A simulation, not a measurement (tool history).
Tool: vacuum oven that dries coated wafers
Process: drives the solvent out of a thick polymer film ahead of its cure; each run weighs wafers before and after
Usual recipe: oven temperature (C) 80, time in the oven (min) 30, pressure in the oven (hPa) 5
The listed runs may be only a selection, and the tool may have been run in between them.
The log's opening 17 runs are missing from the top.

run    hour  oven temperature (C)  time in the oven (min)  pressure in the oven (hPa)  hours of work since the thermocouples were calibrated  hours of work since the vacuum gauge was cleaned of residue  solvent left in the film (%)
 18  1105.1                    80                      30                           5                                                    698                                                          146                          1.76
 19  1175.7                    80                      30                           5                                                    742                                                          190                          1.71
 20  1253.4                    80                      30                           5                                                    791                                                          239                          1.68
     1283.6  -- vacuum gauge cleaned of residue and calibrated, once more
 21  1342.1                    89                      30                           5                                                    846                                                           37                          0.28
 22  1382.7                    89                      30                        7.04                                                    871                                                           62                          0.41
 23  1464.6                    80                      30                           5                                                    922                                                          114                          1.48
 24  1532.6                    80                      30                           5                                                    965                                                          156                          1.57
     1607.7  -- oven's thermocouples calibrated
 25  1622.5                    80                      30                           5                                                      9                                                          211                          1.74
 26  1700.1                    74                      30                        8.96                                                     58                                                          260                          4.12
 27  1744.7                    74                      30                        8.96                                                     86                                                          288                          4.14
 28  1790.4                    74                      30                        8.96                                                    115                                                          317                          4.06
 29  1849.6                    74                      30                       14.72                                                    152                                                          354                           4.4
 30  1911.8                    74                      30                       14.72                                                    191                                                          393                          4.26
 31  1960.6                    75                      30                       16.94                                                    221                                                          424                          3.91
 32  2012.2                    75                      30                       16.94                                                    254                                                          456                          3.94
 33  2061.1                    79                      30                       16.94                                                    285                                                          487                          2.55
 34    2145                    79                      30                       16.94                                                    337                                                          539                          2.53
 35  2188.9                    79                      30                       16.94                                                    365                                                          567                          2.48
 36  2247.5                    79                      35                       16.94                                                    402                                                          604                          1.92
 37  2300.6                    79                      35                       16.94                                                    435                                                          637                          1.97
 38  2341.5                    89                      31                       10.26                                                    461                                                          663                          0.59

Predict the results of run 39:
 39  2392                    86                      16                       10.26                                                    492                                                          694                             ?

Run 39 measured solvent left in the film (%) 2.7.
On a tool with no hidden condition, and with the same random variation, this run would have come out at solvent left in the film (%) 3.03.
